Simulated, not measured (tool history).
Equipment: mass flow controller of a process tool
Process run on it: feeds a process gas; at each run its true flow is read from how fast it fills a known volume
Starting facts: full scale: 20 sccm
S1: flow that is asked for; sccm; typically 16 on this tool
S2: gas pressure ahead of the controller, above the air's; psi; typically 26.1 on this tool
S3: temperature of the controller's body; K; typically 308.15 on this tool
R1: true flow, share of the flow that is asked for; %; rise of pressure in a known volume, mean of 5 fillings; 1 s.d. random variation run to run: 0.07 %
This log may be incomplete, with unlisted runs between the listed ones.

{"run": 1, "hour": 0.0, "S1": 16, "S2": 26.1, "S3": 308.15, "R1": 98.21}
{"run": 2, "hour": 43.6, "S1": 10, "S2": 26.1, "S3": 308.15, "R1": 97.7}
{"run": 3, "hour": 119.8, "S1": 10, "S2": 26.1, "S3": 308.15, "R1": 97.65}
{"run": 4, "hour": 163.9, "S1": 10, "S2": 26.1, "S3": 308.15, "R1": 97.77}
{"run": 5, "hour": 236.6, "S1": 10, "S2": 26.1, "S3": 308.15, "R1": 97.85}
{"run": 6, "hour": 279.5, "S1": 6, "S2": 26.1, "S3": 308.15, "R1": 97.54}
{"run": 7, "hour": 320.6, "S1": 6, "S2": 26.1, "S3": 308.15, "R1": 97.7}
{"run": 8, "hour": 355.9, "S1": 6, "S2": 26.1, "S3": 308.15, "R1": 97.56}
{"run": 9, "hour": 434.7, "S1": 6, "S2": 26.1, "S3": 308.15, "R1": 97.71}
{"run": 10, "hour": 494.4, "S1": 16, "S2": 26.1, "S3": 308.15, "R1": 98.04}
{"run": 11, "hour": 567.6, "S1": 16, "S2": 26.1, "S3": 308.15, "R1": 98.15}

What does the tool deliver on the next run?
{"run": 12, "hour": 631.4, "S1": 16, "S2": 29.9, "S3": 308.15, "R1": "?"}

{"run 12": {"R1": 97.89}}
Minus the tool's unlogged condition, the same run would have read R1 98.40 %.
